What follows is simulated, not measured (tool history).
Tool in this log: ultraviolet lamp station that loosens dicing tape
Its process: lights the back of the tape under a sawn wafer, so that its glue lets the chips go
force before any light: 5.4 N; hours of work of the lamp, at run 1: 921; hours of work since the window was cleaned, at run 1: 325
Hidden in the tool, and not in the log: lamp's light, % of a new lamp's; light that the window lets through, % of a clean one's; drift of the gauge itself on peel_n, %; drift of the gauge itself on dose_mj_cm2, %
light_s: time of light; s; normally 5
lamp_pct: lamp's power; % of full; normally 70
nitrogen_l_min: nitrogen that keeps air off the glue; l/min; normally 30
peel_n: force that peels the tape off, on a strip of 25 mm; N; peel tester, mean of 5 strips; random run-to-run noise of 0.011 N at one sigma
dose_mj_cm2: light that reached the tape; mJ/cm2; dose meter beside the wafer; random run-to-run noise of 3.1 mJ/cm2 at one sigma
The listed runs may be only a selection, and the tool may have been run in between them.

run,hour,light_s,lamp_pct,nitrogen_l_min,hours of work of the lamp,hours of work since the window was cleaned,peel_n,dose_mj_cm2
1,0.0,5,70,30,921,325,1.121,289
2,31.4,5,70,30,943,346,1.167,286
3,47.5,5,61,30,954,357,1.468,251
4,63.6,5,70,30,965,368,1.205,282
# hour 68.5: lamp changed
# hour 87.5: window cleaned of glue's vapour
5,97.9,5,70,30,20,7,0.833,354
6,112.4,5,70,30,30,17,0.844,356
7,128.2,5,70,39,41,28,0.740,348
8,151.5,5,70,39,56,44,0.766,344
9,168.0,5,70,39,68,55,0.762,341
10,189.6,5,70,39,83,70,0.805,336
11,207.0,5,70,39,94,82,0.806,339
12,231.2,5,70,39,111,98,0.831,328
# hour 248.6: window cleaned of glue's vapour, once more
13,266.8,5,70,30,135,12,0.555,446
14,288.7,5,70,30,150,27,0.572,441
15,318.8,5,70,30,171,48,0.564,433
16,349.7,5,70,13,192,69,1.027,429
17,369.2,5,70,13,205,83,1.062,417
18,391.9,5,70,30,221,98,0.640,421
19,420.2,5,70,30,240,117,0.613,413
20,450.2,5,70,30,261,138,0.654,406
21,469.1,2,75,54,274,151,1.819,174
22,495.6,2,71,37,292,169,2.137,157
23,529.8,2,88,38,315,193,1.771,194
24,554.7,2,68,24,332,210,2.607,150
25,573.9,8,90,41,345,223,0.134,786
26,600.2,8,90,41,363,241,0.142,765
27,621.5,5,63,27,378,255,1.009,336
28,650.9,5,63,27,398,275,1.013,336
29,666.0,5,63,27,408,286,1.051,327
30,685.9,9,70,10,422,299,0.621,638
31,711.8,9,70,10,440,317,0.638,634
32,726.8,5,68,14,450,327,1.434,339
33,744.9,5,68,14,463,340,1.407,333
34,767.0,3,65,12,478,355,2.596,190
35,791.7,5,68,30,495,372,0.975,328
# hour 807.5: window cleaned of glue's vapour
36,814.0,5,68,30,510,5,0.706,390
37,846.0,9,82,30,531,26,0.144,823

Run by run, hidden condition taken away, random variation retained:
run,peel_n,dose_mj_cm2
1,0.475,468
2,0.483,471
3,0.655,415
4,0.486,473
5,0.486,469
6,0.488,474
7,0.407,469
8,0.408,469
9,0.399,472
10,0.409,470
11,0.407,477
12,0.408,471
13,0.496,471
14,0.500,470
15,0.478,469
16,0.878,472
17,0.895,464
18,0.506,474
19,0.470,471
20,0.487,471
21,1.512,204
22,1.802,188
23,1.406,236
24,2.208,184
25,0.104,975
26,0.108,964
27,0.658,428
28,0.642,435
29,0.661,427
30,0.348,842
31,0.339,852
32,0.911,459
33,0.882,455
34,1.973,263
35,0.518,462
36,0.513,459
37,0.111,985
